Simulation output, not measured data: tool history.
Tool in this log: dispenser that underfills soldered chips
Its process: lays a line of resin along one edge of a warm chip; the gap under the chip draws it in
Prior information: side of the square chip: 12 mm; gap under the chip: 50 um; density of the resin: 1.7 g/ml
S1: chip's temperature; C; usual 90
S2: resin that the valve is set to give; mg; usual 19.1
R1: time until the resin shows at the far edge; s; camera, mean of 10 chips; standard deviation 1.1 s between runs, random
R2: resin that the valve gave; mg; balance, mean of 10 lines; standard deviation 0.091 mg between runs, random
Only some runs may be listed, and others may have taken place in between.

run	hour	S1	S2	R1	R2
1	0	90	19.1	140.8	18.79
# hour 7.4: new syringe of resin
2	8.4	91	19.1	107.7	18.77
3	15.2	91	19.1	136.2	18.81
# hour 22.7: new syringe of resin
4	23.7	91	19.1	107.7	18.68
5	31.4	91	19.1	140.6	18.51
6	36.6	91	19.1	168.2	18.61
# hour 38.5: new syringe of resin
7	43.2	91	16.4	126.3	15.87
# hour 47.7: dispensing valve cleaned and set on the balance
8	50.5	91	16.4	155.7	16.3
# hour 55.2: new syringe of resin
9	57.4	77	23.8	172.3	23.57
10	65.6	91	19.8	151.5	19.63
# hour 70.7: new syringe of resin
11	71.8	79	18.1	157.2	17.88
12	77.8	79	18.1	195.4	17.76
13	82.8	77	17.3	247.8	16.99
# hour 86.5: new syringe of resin
14	90.1	87	22.6	129.3	22.15

For some of the steps in R1 from one run to the next: how much would appear even if the tool had no hidden state, given the settings, what came in and random variation, and how much remains for the hidden state plus any gauge scatter that the measured result and the result without hidden state don't share?
The hidden state here: resin's viscosity, % of fresh resin's; dose that the valve gives, % of what is set; true chip temperature over the reading, C; drift of the gauge itself on fill_s, %; drift of the gauge itself on given_mg, %.
Run 13 -> 14: S1 77 -> 87, S2 17.3 -> 22.6, new syringe of resin. R1 -118.5 s: hidden state -70.1, all else -48.4.
